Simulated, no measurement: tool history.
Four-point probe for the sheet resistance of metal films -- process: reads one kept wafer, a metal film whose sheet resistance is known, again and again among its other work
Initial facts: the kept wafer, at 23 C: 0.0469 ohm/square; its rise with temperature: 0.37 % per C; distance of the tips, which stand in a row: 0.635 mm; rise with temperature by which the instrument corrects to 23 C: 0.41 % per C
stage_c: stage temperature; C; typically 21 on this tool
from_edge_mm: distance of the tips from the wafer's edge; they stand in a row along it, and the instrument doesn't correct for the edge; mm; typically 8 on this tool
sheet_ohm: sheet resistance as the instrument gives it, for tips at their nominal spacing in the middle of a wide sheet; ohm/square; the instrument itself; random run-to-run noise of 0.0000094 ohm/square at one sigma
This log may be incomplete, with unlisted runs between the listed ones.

run,hour,stage_c,from_edge_mm,sheet_ohm
1,0.0,21,8,0.047001
2,8.5,21,8,0.046996
3,21.3,21,8,0.046998
4,30.2,21,8,0.046995
5,44.0,27,8,0.046865
6,54.9,28,8,0.046849
7,66.2,28,58,0.046702
8,78.0,28,58,0.046701
9,92.9,21,8,0.046985
10,103.4,21,8,0.046989
11,116.5,21,8,0.046974
12,123.4,21,8,0.046980
13,131.6,21,8,0.046979
14,146.4,21,8,0.046982
15,154.6,21,8,0.046977
16,169.5,20,8,0.046994
17,183.9,33,8,0.046717
18,198.4,33,8,0.046727
19,205.1,21,8,0.046972
20,217.0,21,8,0.046969
21,223.5,21,8,0.046979
22,237.6,21,8,0.046980
23,250.7,29,8,0.046806
24,265.1,22,20,0.046806
25,272.2,22,17,0.046820
26,280.9,31,3,0.047696
27,290.1,18,11,0.046952
28,300.6,18,11,0.046958
29,307.5,27,54,0.046690
30,318.3,27,54,0.046678
31,329.7,27,54,0.046668
32,337.6,20,22,0.046840
33,348.4,25,8,0.046874
34,358.1,21,30,0.046790
35,371.3,22,70,0.046784
36,380.5,22,41,0.046791
37,389.2,32,41,0.046581
38,401.0,32,41,0.046573
39,414.5,19,3,0.047939
40,423.6,28,8,0.046798
41,437.6,28,8,0.046781
42,447.4,28,8,0.046783
43,456.0,30,45,0.046601
44,468.9,30,45,0.046612
45,481.7,21,50,0.046778
46,495.9,19,26,0.046843

3 ways to go on from here, each from the tool as it stands after run 46. What would each give?
A,504.0,31,9,?
B,504.0,26,6,?
C,504.0,28,6,?

run,sheet_ohm
A,0.046685
B,0.046943
C,0.046898
Without the tool's unlogged condition, the same runs would have read:
run,sheet_ohm
A,0.046849
B,0.047108
C,0.047063

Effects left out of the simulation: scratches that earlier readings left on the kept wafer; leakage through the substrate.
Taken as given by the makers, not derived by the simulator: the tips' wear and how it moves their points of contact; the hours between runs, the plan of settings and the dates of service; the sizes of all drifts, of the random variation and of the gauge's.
